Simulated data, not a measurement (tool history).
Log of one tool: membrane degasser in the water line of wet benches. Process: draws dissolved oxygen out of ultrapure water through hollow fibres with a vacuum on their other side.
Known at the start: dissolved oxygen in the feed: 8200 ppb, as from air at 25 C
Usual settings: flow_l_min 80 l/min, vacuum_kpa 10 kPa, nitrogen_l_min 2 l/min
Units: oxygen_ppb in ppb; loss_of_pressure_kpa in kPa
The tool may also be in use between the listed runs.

run	hour	flow_l_min	vacuum_kpa	nitrogen_l_min	oxygen_ppb	loss_of_pressure_kpa
1	0	80	10	2	589.8	31.73
2	34.7	80	10	2	617	31.76
3	90.4	80	10	2	607	31.6
4	144	80	10	2	606.4	31.82
5	193.8	87	10	2	655.2	34.69
6	225.4	58	10	2	439	23.12
7	277.8	58	10	2	441.9	22.93
8	326.5	58	10	2	438.9	23.01
9	354.2	58	10	2	443.1	22.99
10	400.1	58	10	2	435.3	23.05
11	435.1	58	10	2	441.3	23.24
# hour 461: vacuum gauge calibrated
12	463.8	80	6.3	2	330.6	32.14
13	497.6	80	6.3	2	321.3	31.79
14	528	58	10	2	438.5	23.14
15	570.8	80	10	2	585.7	31.95
16	596.6	80	10	2	588.7	31.99
17	632.8	80	10	2	591.7	31.88
18	669.1	80	10	2	598.9	31.66
19	714.3	80	10	2	589.3	32.03
20	753.9	80	10	2.5	514.9	32
21	784.6	65	16.1	2.88	644.1	25.89
22	814.1	85	18.3	4.48	689.9	33.66
23	867	85	18.3	4.48	698.8	33.86
24	892.8	66	10	2.48	420.1	26.11
25	934.7	75	12.5	1.03	1104.2	30.02
26	964.5	75	12.5	1.03	1100	29.82
27	1002.3	75	12.5	1.03	1125.6	30.12
28	1046.2	93	7.5	1.03	703.6	37.06
29	1097.3	93	7.5	1.03	712.5	37.06
30	1142.6	126	10	1.94	939	50.63
31	1189.2	126	10	1.94	933.3	50.55
32	1224.2	126	10	1.94	959.3	50.42
33	1253	126	20.8	1.94	1919.1	50.51

3 ways to go on from here, each from the tool as it stands after run 33. What would each give?
A	1282.1	127	9.1	4.65	?	?
B	1282.1	78	22.3	2.44	?	?
C	1282.1	125	23.6	2.02	?	?

run	oxygen_ppb	loss_of_pressure_kpa
A	577.8	50.95
B	1190.1	30.96
C	2035.8	49.71
Without the tool's hidden state the same runs would have given:
run	oxygen_ppb	loss_of_pressure_kpa
A	568.7	50.45
B	1185.9	30.66
C	2029.3	49.23
